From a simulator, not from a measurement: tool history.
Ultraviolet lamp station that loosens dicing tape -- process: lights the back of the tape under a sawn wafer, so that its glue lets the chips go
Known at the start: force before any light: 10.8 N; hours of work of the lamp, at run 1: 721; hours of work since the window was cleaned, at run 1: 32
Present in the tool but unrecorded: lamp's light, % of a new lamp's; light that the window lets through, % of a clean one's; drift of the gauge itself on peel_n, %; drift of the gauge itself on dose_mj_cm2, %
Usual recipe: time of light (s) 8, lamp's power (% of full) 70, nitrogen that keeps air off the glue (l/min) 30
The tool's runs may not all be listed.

| run | hour | time of light (s) | lamp's power (% of full) | nitrogen that keeps air off the glue (l/min) | hours of work of the lamp | hours of work since the window was cleaned | force that peels the tape off (N) | light that reached the tape (mJ/cm2) |
|---|---|---|---|---|---|---|---|---|
| 1 | 0 | 8 | 70 | 30 | 721 | 32 | 1.709 | 140 |
| 2 | 33.5 | 8 | 70 | 18 | 742 | 52 | 2.454 | 139 |
| 3 | 62.7 | 8 | 70 | 18 | 759 | 70 | 2.449 | 136 |
| 4 | 88.3 | 8 | 70 | 18 | 775 | 85 | 2.597 | 132 |
| 5 | 108.9 | 8 | 70 | 18 | 787 | 97 | 2.684 | 131 |
|  | 116.6 | lamp changed |
| 6 | 128.5 | 8 | 70 | 18 | 7 | 109 | 1.086 | 218 |
| 7 | 148.9 | 8 | 70 | 18 | 19 | 121 | 1.076 | 215 |
| 8 | 172.5 | 12 | 70 | 30 | 34 | 135 | 0.251 | 323 |
| 9 | 193.1 | 12 | 70 | 30 | 46 | 148 | 0.253 | 324 |
| 10 | 219.9 | 12 | 70 | 30 | 62 | 164 | 0.254 | 318 |
| 11 | 239.8 | 12 | 70 | 30 | 74 | 176 | 0.277 | 306 |
| 12 | 266.1 | 12 | 70 | 30 | 90 | 192 | 0.296 | 309 |
| 13 | 282.5 | 12 | 70 | 30 | 100 | 201 | 0.286 | 312 |
| 14 | 297.8 | 12 | 70 | 30 | 109 | 211 | 0.302 | 305 |
| 15 | 321 | 8 | 70 | 30 | 123 | 225 | 0.828 | 201 |
| 16 | 348.9 | 8 | 63 | 30 | 140 | 241 | 1.042 | 177 |
| 17 | 381.9 | 8 | 63 | 30 | 160 | 261 | 1.11 | 178 |
| 18 | 401.2 | 8 | 63 | 30 | 172 | 273 | 1.172 | 177 |
| 19 | 419.4 | 8 | 96 | 30 | 183 | 284 | 0.429 | 267 |
| 20 | 445.9 | 8 | 96 | 30 | 198 | 300 | 0.426 | 263 |
| 21 | 478.6 | 8 | 96 | 30 | 218 | 320 | 0.46 | 257 |
| 22 | 504.2 | 8 | 96 | 30 | 234 | 335 | 0.456 | 253 |
| 23 | 537.8 | 8 | 96 | 30 | 254 | 355 | 0.484 | 252 |
|  | 544.3 | window cleaned of glue's vapour |
| 24 | 555.1 | 8 | 96 | 30 | 264 | 6 | 0.419 | 270 |
| 25 | 584.5 | 8 | 66 | 45 | 282 | 24 | 0.795 | 179 |
| 26 | 600.3 | 8 | 66 | 45 | 291 | 34 | 0.785 | 180 |
| 27 | 617.2 | 8 | 75 | 45 | 301 | 44 | 0.614 | 201 |
| 28 | 632.6 | 8 | 89 | 30 | 311 | 53 | 0.581 | 236 |
| 29 | 649.2 | 8 | 70 | 15 | 321 | 63 | 1.718 | 186 |
| 30 | 683.4 | 8 | 70 | 15 | 341 | 84 | 1.844 | 182 |
| 31 | 698.2 | 8 | 70 | 15 | 350 | 93 | 1.835 | 179 |
| 32 | 728.3 | 4 | 70 | 45 | 368 | 111 | 2.82 | 90 |
| 33 | 762.4 | 4 | 70 | 45 | 389 | 131 | 2.908 | 89 |
| 34 | 777.2 | 5 | 95 | 34 | 398 | 140 | 1.509 | 145 |
| 35 | 800 | 8 | 67 | 30 | 412 | 154 | 1.293 | 164 |
| 36 | 822.5 | 12 | 70 | 58 | 425 | 168 | 0.264 | 257 |
| 37 | 837.6 | 12 | 70 | 58 | 434 | 177 | 0.281 | 253 |
| 38 | 868.4 | 12 | 70 | 58 | 453 | 195 | 0.284 | 250 |
| 39 | 883.5 | 8 | 94 | 14 | 462 | 204 | 1.297 | 219 |
| 40 | 906 | 8 | 94 | 22 | 476 | 218 | 0.913 | 219 |
| 41 | 920.6 | 8 | 88 | 13 | 484 | 227 | 1.635 | 206 |
| 42 | 934.8 | 8 | 85 | 30 | 493 | 235 | 0.916 | 196 |
| 43 | 958.7 | 8 | 85 | 30 | 507 | 250 | 0.957 | 191 |

Measured minus without-hidden-state, run by run (identical run-to-run variation in each term; gauge scatter may differ):
| run | force that peels the tape off (N) | light that reached the tape (mJ/cm2) |
|---|---|---|
| 1 | +1.091 | -85 |
| 2 | +1.447 | -88 |
| 3 | +1.471 | -90 |
| 4 | +1.58 | -93 |
| 5 | +1.654 | -94 |
| 6 | +0.071 | -7 |
| 7 | +0.088 | -8 |
| 8 | +0.029 | -16 |
| 9 | +0.035 | -20 |
| 10 | +0.04 | -23 |
| 11 | +0.051 | -25 |
| 12 | +0.059 | -29 |
| 13 | +0.061 | -31 |
| 14 | +0.067 | -33 |
| 15 | +0.198 | -24 |
| 16 | +0.258 | -24 |
| 17 | +0.299 | -27 |
| 18 | +0.33 | -28 |
| 19 | +0.145 | -46 |
| 20 | +0.153 | -48 |
| 21 | +0.174 | -52 |
| 22 | +0.184 | -55 |
| 23 | +0.204 | -59 |
| 24 | +0.141 | -45 |
| 25 | +0.275 | -33 |
| 26 | +0.281 | -35 |
| 27 | +0.238 | -41 |
| 28 | +0.228 | -51 |
| 29 | +0.553 | -41 |
| 30 | +0.625 | -45 |
| 31 | +0.635 | -46 |
| 32 | +0.835 | -24 |
| 33 | +0.902 | -26 |
| 34 | +0.645 | -44 |
| 35 | +0.594 | -52 |
| 36 | +0.124 | -84 |
| 37 | +0.129 | -86 |
| 38 | +0.135 | -89 |
| 39 | +0.658 | -82 |
| 40 | +0.505 | -85 |
| 41 | +0.827 | -82 |
| 42 | +0.532 | -79 |
| 43 | +0.558 | -81 |
